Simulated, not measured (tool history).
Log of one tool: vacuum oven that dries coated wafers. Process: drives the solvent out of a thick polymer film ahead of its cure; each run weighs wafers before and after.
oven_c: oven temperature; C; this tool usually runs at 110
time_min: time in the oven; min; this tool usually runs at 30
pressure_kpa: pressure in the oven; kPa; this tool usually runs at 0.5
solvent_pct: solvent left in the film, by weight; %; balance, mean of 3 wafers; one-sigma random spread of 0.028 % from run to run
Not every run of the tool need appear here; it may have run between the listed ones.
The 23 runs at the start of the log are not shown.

run   hour  oven_c  time_min  pressure_kpa  solvent_pct
 24  291.5     100        34         0.657         1.77
 25  299.6     100        34         0.657         1.76
 26  312.7      97        44         0.774         1.52
 27  321.7     107        30         1.351         1.38
 28  333.6     107        30         1.351         1.41
 29  341.5     107        30         1.266         1.38
 30  354.2     107        42         0.809         0.61
 31  364.6     114        42         0.809         0.33
 32  372.3     114        42         0.809         0.32
 33  387.9     123        35         0.384          0.1
 34  404.5     110        27         0.823         1.08
 35  413.2      97        27         0.325         2.93
 36  421.8     112        53         0.457         0.23
 37  433.2      98        22         1.943         4.04
 38  443.5     122        30         0.925         0.27
 39  452.8     122        30         0.925         0.34
 40  465.6     112        32          0.76         0.62
 41    477      95        31         1.433         3.27
 42  487.9     110        28         0.717         0.99
 43  497.1     107        43         0.705          0.6
 44    506     107        43         0.705         0.54
 45  521.9     107        43         0.705         0.59

Predict each of these 4 candidate next runs independently; none follows another, all start after run 45:
  A  536.5     110        40           0.5            ?
  B  536.5     124        44         0.409            ?
  C  536.5     104        18           1.6            ?
  D  536.5     110        48         1.482            ?

run  solvent_pct
  A         0.34
  B          0.1
  C         3.52
  D         0.65
Without the tool's unlogged condition, the same runs would have read:
run  solvent_pct
  A         0.34
  B          0.1
  C         3.51
  D         0.64

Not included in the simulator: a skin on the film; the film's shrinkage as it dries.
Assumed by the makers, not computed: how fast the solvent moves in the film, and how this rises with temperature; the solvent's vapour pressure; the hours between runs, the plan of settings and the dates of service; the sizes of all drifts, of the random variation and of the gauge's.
